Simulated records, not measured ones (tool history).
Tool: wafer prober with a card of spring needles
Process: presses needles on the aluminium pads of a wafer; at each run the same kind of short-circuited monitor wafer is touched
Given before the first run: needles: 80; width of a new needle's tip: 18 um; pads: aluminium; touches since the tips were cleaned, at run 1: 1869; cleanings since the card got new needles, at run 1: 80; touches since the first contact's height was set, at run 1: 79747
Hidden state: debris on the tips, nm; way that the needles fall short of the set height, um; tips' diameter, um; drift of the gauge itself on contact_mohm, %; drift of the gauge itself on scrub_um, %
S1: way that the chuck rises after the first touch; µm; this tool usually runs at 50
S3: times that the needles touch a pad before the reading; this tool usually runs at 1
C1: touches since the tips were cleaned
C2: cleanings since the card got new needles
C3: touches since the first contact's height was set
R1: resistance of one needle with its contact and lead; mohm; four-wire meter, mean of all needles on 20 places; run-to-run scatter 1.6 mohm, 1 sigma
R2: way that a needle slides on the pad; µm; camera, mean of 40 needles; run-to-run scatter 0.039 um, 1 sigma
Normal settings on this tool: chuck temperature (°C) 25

run 1 hour=0.0 | S1=50 chuck_temperature_(°C)=25 S3=1 | C1=1869 C2=80 C3=79747 | R1=325 R2=9.99
-- hour=0.9 tips cleaned on abrasive film
-- hour=7.5 tips cleaned on abrasive film
run 2 hour=8.7 | S1=50 chuck_temperature_(°C)=25 S3=1 | C1=397 C2=82 C3=82489 | R1=219 R2=9.98
-- hour=14.3 tips cleaned on abrasive film
-- hour=21.2 tips cleaned on abrasive film
run 3 hour=21.3 | S1=50 chuck_temperature_(°C)=25 S3=1 | C1=24 C2=84 C3=86490 | R1=176 R2=9.97
-- hour=28.2 tips cleaned on abrasive film
run 4 hour=28.7 | S1=50 chuck_temperature_(°C)=25 S3=1 | C1=161 C2=85 C3=88857 | R1=206 R2=9.85
-- hour=34.9 tips cleaned on abrasive film
-- hour=41.7 tips cleaned on abrasive film
run 5 hour=43.0 | S1=50 chuck_temperature_(°C)=25 S3=1 | C1=420 C2=87 C3=93418 | R1=221 R2=9.92
-- hour=48.3 tips cleaned on abrasive film
run 6 hour=50.0 | S1=50 chuck_temperature_(°C)=25 S3=1 | C1=567 C2=88 C3=95644 | R1=247 R2=9.86
-- hour=54.5 tips cleaned on abrasive film
-- hour=56.4 height of the first contact set anew
-- hour=61.7 tips cleaned on abrasive film
run 7 hour=63.8 | S1=59 chuck_temperature_(°C)=93 S3=2 | C1=676 C2=90 C3=2338 | R1=198 R2=12.59
-- hour=68.6 tips cleaned on abrasive film
-- hour=75.2 tips cleaned on abrasive film
run 8 hour=75.2 | S1=50 chuck_temperature_(°C)=25 S3=1 | C1=0 C2=92 C3=5964 | R1=184 R2=10.70
-- hour=82.2 tips cleaned on abrasive film
run 9 hour=83.3 | S1=52 chuck_temperature_(°C)=39 S3=1 | C1=349 C2=93 C3=8554 | R1=208 R2=11.03
-- hour=89.2 tips cleaned on abrasive film
-- hour=95.7 tips cleaned on abrasive film
run 10 hour=95.7 | S1=70 chuck_temperature_(°C)=25 S3=2 | C1=25 C2=95 C3=12497 | R1=163 R2=14.95
-- hour=102.1 tips cleaned on abrasive film
run 11 hour=102.1 | S1=70 chuck_temperature_(°C)=25 S3=2 | C1=0 C2=96 C3=14517 | R1=160 R2=14.94

Branching from run 11: 5 alternative next runs. What would each branch give?
-- hour=108.4 tips cleaned on abrasive film
run A hour=109.8 | S1=46 chuck_temperature_(°C)=27 S3=2 | C1=458 C2=97 C3=16987 | R1=? R2=?
-- hour=108.4 tips cleaned on abrasive film
run B hour=109.8 | S1=50 chuck_temperature_(°C)=100 S3=1 | C1=458 C2=97 C3=16987 | R1=? R2=?
-- hour=108.4 tips cleaned on abrasive film
run C hour=109.8 | S1=50 chuck_temperature_(°C)=73 S3=3 | C1=458 C2=97 C3=16987 | R1=? R2=?
-- hour=108.4 tips cleaned on abrasive film
run D hour=109.8 | S1=50 chuck_temperature_(°C)=65 S3=1 | C1=458 C2=97 C3=16987 | R1=? R2=?
-- hour=108.4 tips cleaned on abrasive film
run E hour=109.8 | S1=70 chuck_temperature_(°C)=52 S3=2 | C1=458 C2=97 C3=16987 | R1=? R2=?

run=A R1=213 R2=9.78
run=B R1=235 R2=10.60
run=C R1=195 R2=10.56
run=D R1=230 R2=10.65
run=E R1=178 R2=14.89
With the hidden condition removed and each run's random variation left untouched, the same runs would have given:
run=A R1=164 R2=9.93
run=B R1=174 R2=10.75
run=C R1=169 R2=10.71
run=D R1=167 R2=10.80
run=E R1=157 R2=15.04
